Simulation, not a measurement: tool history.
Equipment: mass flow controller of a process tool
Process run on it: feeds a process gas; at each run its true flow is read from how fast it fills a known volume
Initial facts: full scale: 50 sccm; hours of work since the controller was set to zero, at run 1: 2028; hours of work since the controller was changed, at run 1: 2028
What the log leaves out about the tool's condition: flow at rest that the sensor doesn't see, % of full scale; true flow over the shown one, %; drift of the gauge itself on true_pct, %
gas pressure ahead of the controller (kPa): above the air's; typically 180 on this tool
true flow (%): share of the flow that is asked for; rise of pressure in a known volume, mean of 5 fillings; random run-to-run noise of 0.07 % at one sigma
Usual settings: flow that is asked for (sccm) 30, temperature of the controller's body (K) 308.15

run	hour	flow that is asked for (sccm)	gas pressure ahead of the controller (kPa)	temperature of the controller's body (K)	hours of work since the controller was set to zero	hours of work since the controller was changed	true flow (%)
1	0	30	180	308.15	2028	2028	98.94
2	80.8	30	180	308.15	2089	2089	99.06
3	159.1	30	180	308.15	2149	2149	99.03
4	211.4	30	180	308.15	2188	2188	99.14
5	322	30	180	308.15	2272	2272	99.21
6	376.5	30	153	308.15	2313	2313	99.21
7	427.8	30	153	308.15	2352	2352	99.07
8	508.8	30	153	308.15	2413	2413	99.21
9	591.3	30	153	308.15	2475	2475	99.22
10	714.1	30	161	308.15	2568	2568	99.38
11	767	30	157	308.15	2608	2608	99.33
12	892.1	7	159	299.15	2703	2703	98.03
13	990.1	10	252	306.15	2777	2777	98.65
14	1086.7	6	180	306.15	2850	2850	98.45
15	1160	12	236	309.15	2905	2905	98.93
16	1220.3	15	177	304.15	2951	2951	98.79

Predict each of these 4 candidate next runs independently; none follows another, all start after run 16:
A	1326.1	6	180	308.15	3031	3031	?
B	1326.1	15	251	304.15	3031	3031	?
C	1326.1	29	180	308.15	3031	3031	?
D	1326.1	10	233	305.15	3031	3031	?

run	true flow (%)
A	98.5
B	99.16
C	99.64
D	98.82
Stripped of hidden state, with their random variation kept, the same runs would have yielded:
run	true flow (%)
A	97.88
B	98.56
C	99.05
D	98.22
